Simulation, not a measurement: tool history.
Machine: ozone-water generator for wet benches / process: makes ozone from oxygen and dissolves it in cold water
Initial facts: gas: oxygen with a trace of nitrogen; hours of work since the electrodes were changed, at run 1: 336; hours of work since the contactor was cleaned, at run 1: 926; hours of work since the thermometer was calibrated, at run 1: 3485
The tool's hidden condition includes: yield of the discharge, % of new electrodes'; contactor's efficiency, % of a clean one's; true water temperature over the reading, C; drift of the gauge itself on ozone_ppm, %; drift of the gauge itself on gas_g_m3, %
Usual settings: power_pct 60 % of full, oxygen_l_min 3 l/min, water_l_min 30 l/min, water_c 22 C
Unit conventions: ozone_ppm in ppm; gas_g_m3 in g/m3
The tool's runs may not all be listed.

| run | hour | power_pct | oxygen_l_min | water_l_min | water_c | hours of work since the electrodes were changed | hours of work since the contactor was cleaned | hours of work since the thermometer was calibrated | ozone_ppm | gas_g_m3 |
|---|---|---|---|---|---|---|---|---|---|---|
| 1 | 0 | 60 | 3 | 30 | 22 | 336 | 926 | 3485 | 12 | 213.9 |
| 2 | 57.7 | 60 | 4.98 | 30 | 22 | 393 | 983 | 3542 | 14.2 | 180 |
| 3 | 88.6 | 60 | 4.98 | 30 | 22 | 424 | 1014 | 3572 | 14 | 179.5 |
| 4 | 162.6 | 60 | 4.98 | 30 | 22 | 497 | 1087 | 3646 | 14 | 178.8 |
| 5 | 213.8 | 60 | 4.98 | 30 | 22 | 548 | 1137 | 3696 | 14 | 178 |
| 6 | 278.4 | 60 | 4.98 | 30 | 22 | 612 | 1201 | 3760 | 14 | 176.8 |
| 7 | 331.9 | 60 | 4.96 | 30 | 22 | 664 | 1254 | 3813 | 14.1 | 176.2 |
|  | 353 | water thermometer calibrated |
| 8 | 375.4 | 60 | 4.96 | 30 | 22 | 707 | 1296 | 22 | 13.6 | 176.8 |
| 9 | 439.2 | 58 | 4.96 | 30 | 22 | 770 | 1359 | 85 | 13.6 | 174 |
| 10 | 493.8 | 58 | 4.96 | 30 | 22 | 824 | 1413 | 139 | 13.4 | 171.8 |
| 11 | 541.2 | 60 | 1.63 | 30 | 22 | 871 | 1460 | 186 | 8.6 | 258.2 |
| 12 | 603.4 | 60 | 1.63 | 30 | 22 | 932 | 1522 | 247 | 8.6 | 255.8 |
| 13 | 647.8 | 71 | 3.51 | 41 | 20 | 976 | 1565 | 291 | 10.9 | 229.3 |
|  | 654 | water thermometer calibrated, once more |
| 14 | 716.5 | 71 | 3.51 | 41 | 20 | 1043 | 1633 | 62 | 11 | 230.6 |
| 15 | 782.8 | 47 | 3.51 | 47 | 20 | 1109 | 1698 | 127 | 6.7 | 158.7 |
| 16 | 821.6 | 70 | 3.66 | 30 | 21 | 1147 | 1737 | 166 | 13.8 | 221.6 |
| 17 | 855.1 | 70 | 3.66 | 30 | 21 | 1180 | 1770 | 199 | 14.3 | 221.5 |
| 18 | 903.2 | 58 | 3.66 | 32 | 21 | 1228 | 1817 | 246 | 11.5 | 187.8 |
| 19 | 934.2 | 60 | 1.67 | 25 | 17 | 1258 | 1848 | 277 | 10.6 | 254.3 |
| 20 | 993.4 | 60 | 1.67 | 25 | 17 | 1317 | 1906 | 335 | 10.7 | 249.1 |
| 21 | 1052 | 81 | 3.15 | 23 | 17 | 1375 | 1964 | 393 | 19.9 | 264.7 |
| 22 | 1082.5 | 43 | 3 | 25 | 23 | 1405 | 1994 | 423 | 9.7 | 155 |
| 23 | 1117 | 63 | 4.43 | 25 | 25 | 1439 | 2028 | 457 | 15.2 | 188.4 |

Consider 3 possible next runs. They are alternatives, not a sequence: every one starts from the tool as it was left by run 23. What does each give?
|  | 1177 | contactor cleaned |
| A | 1193.6 | 73 | 4.43 | 25 | 28 | 1511 | 16 | 529 | ? | ? |
|  | 1177 | contactor cleaned |
| B | 1193.6 | 60 | 3 | 30 | 18 | 1511 | 16 | 529 | ? | ? |
|  | 1177 | contactor cleaned |
| C | 1193.6 | 89 | 4.42 | 42 | 22 | 1511 | 16 | 529 | ? | ? |

| run | ozone_ppm | gas_g_m3 |
|---|---|---|
| A | 16.6 | 213.6 |
| B | 12 | 204.6 |
| C | 13.9 | 254.6 |
Had the tool no hidden state, the same runs would have come out as:
| run | ozone_ppm | gas_g_m3 |
|---|---|---|
| A | 17.6 | 226.9 |
| B | 12.6 | 215.1 |
| C | 15 | 273.2 |

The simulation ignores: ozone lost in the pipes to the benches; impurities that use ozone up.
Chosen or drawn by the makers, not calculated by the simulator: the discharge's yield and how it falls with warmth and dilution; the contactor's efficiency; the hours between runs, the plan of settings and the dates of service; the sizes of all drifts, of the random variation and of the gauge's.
